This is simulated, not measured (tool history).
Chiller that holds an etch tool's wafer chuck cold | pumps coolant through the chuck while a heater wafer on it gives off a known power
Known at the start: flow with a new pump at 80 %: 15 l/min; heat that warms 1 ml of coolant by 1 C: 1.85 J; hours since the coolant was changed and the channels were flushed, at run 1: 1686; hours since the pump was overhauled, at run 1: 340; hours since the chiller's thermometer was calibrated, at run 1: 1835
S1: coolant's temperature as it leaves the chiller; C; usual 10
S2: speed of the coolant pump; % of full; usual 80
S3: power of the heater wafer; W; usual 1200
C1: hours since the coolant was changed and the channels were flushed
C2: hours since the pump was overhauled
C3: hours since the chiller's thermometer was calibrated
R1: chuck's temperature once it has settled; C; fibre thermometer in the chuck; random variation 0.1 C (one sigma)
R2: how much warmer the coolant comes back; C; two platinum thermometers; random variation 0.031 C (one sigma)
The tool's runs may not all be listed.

{"run": 1, "hour": 0.0, "S1": 10, "S2": 80, "S3": 1200, "C1": 1686, "C2": 340, "C3": 1835, "R1": 17, "R2": 2.56}
{"run": 2, "hour": 51.2, "S1": 10, "S2": 80, "S3": 1200, "C1": 1737, "C2": 392, "C3": 1886, "R1": 16.9, "R2": 2.55}
{"run": 3, "hour": 89.0, "S1": 10, "S2": 80, "S3": 1200, "C1": 1775, "C2": 429, "C3": 1924, "R1": 17.1, "R2": 2.52}
{"run": 4, "hour": 132.4, "S1": 10, "S2": 80, "S3": 1200, "C1": 1818, "C2": 473, "C3": 1967, "R1": 16.9, "R2": 2.54}
{"run": 5, "hour": 156.1, "S1": 10, "S2": 80, "S3": 1200, "C1": 1842, "C2": 496, "C3": 1991, "R1": 17, "R2": 2.54}
{"run": 6, "hour": 184.4, "S1": 10, "S2": 80, "S3": 1200, "C1": 1870, "C2": 525, "C3": 2020, "R1": 17.1, "R2": 2.54}
{"run": 7, "hour": 225.8, "S1": 10, "S2": 80, "S3": 1200, "C1": 1911, "C2": 566, "C3": 2061, "R1": 17.2, "R2": 2.52}
{"run": 8, "hour": 253.9, "S1": 10, "S2": 80, "S3": 1200, "C1": 1939, "C2": 594, "C3": 2089, "R1": 17.1, "R2": 2.49}
{"run": 9, "hour": 298.1, "S1": 10, "S2": 80, "S3": 872, "C1": 1984, "C2": 638, "C3": 2133, "R1": 15.1, "R2": 1.79}
{"run": 10, "hour": 348.3, "S1": 10, "S2": 82, "S3": 872, "C1": 2034, "C2": 689, "C3": 2183, "R1": 15, "R2": 1.68}
{"run": 11, "hour": 375.8, "S1": 10, "S2": 82, "S3": 872, "C1": 2061, "C2": 716, "C3": 2211, "R1": 15.1, "R2": 1.68}
{"run": 12, "hour": 422.9, "S1": 10, "S2": 80, "S3": 1200, "C1": 2109, "C2": 763, "C3": 2258, "R1": 17, "R2": 2.45}
{"run": 13, "hour": 454.6, "S1": 5, "S2": 80, "S3": 1200, "C1": 2140, "C2": 795, "C3": 2290, "R1": 12, "R2": 2.42}
{"run": 14, "hour": 501.6, "S1": 5, "S2": 80, "S3": 643, "C1": 2187, "C2": 842, "C3": 2337, "R1": 8.6, "R2": 1.15}
{"run": 15, "hour": 557.3, "S1": 15, "S2": 96, "S3": 606, "C1": 2243, "C2": 898, "C3": 2392, "R1": 18.3, "R2": 0.89}
{"run": 16, "hour": 604.8, "S1": 15, "S2": 73, "S3": 1582, "C1": 2290, "C2": 945, "C3": 2440, "R1": 24.8, "R2": 3.44}
{"run": 17, "hour": 629.0, "S1": 15, "S2": 68, "S3": 1713, "C1": 2315, "C2": 969, "C3": 2464, "R1": 25.9, "R2": 4.13}
{"run": 18, "hour": 656.8, "S1": 18, "S2": 68, "S3": 1179, "C1": 2342, "C2": 997, "C3": 2492, "R1": 25.6, "R2": 2.73}
{"run": 19, "hour": 685.1, "S1": 10, "S2": 80, "S3": 1200, "C1": 2371, "C2": 1025, "C3": 2520, "R1": 17, "R2": 2.33}
{"run": 20, "hour": 730.3, "S1": 10, "S2": 80, "S3": 1200, "C1": 2416, "C2": 1071, "C3": 2565, "R1": 17.2, "R2": 2.32}
{"run": 21, "hour": 777.9, "S1": 2, "S2": 80, "S3": 1782, "C1": 2463, "C2": 1118, "C3": 2613, "R1": 12.3, "R2": 3.57}
{"run": 22, "hour": 813.7, "S1": 2, "S2": 80, "S3": 1782, "C1": 2499, "C2": 1154, "C3": 2649, "R1": 12.3, "R2": 3.52}
{"hour": 836.6, "done": "gauge calibrated"}
{"run": 23, "hour": 853.6, "S1": 2, "S2": 74, "S3": 1782, "C1": 2539, "C2": 1194, "C3": 2689, "R1": 12.9, "R2": 4.14}

Some steps in R2 between neighbouring runs. How much of each would the tool show without its hidden state too (settings, what came in, random variation), and how much is left for the hidden state, with any gauge scatter that isn't in both results?
The hidden state here: heat passed by the chuck's channels, % of clean ones'; flow at a given pump speed, % of a new pump's; coolant's true temperature over the reading, C; drift of the gauge itself on chuck_c, C; drift of the gauge itself on warmer_back_c, C.
Run 15 -> 16: S2 96 -> 73, S3 606 -> 1582. R2 +2.55 C: hidden state -0.03, all else +2.58.
Run 17 -> 18: S1 15 -> 18, S3 1713 -> 1179. R2 -1.4 C: hidden state -0.02, all else -1.38.
Run 22 -> 23: S2 80 -> 74, gauge calibrated. R2 +0.62 C: hidden state +0.32, all else +0.3.
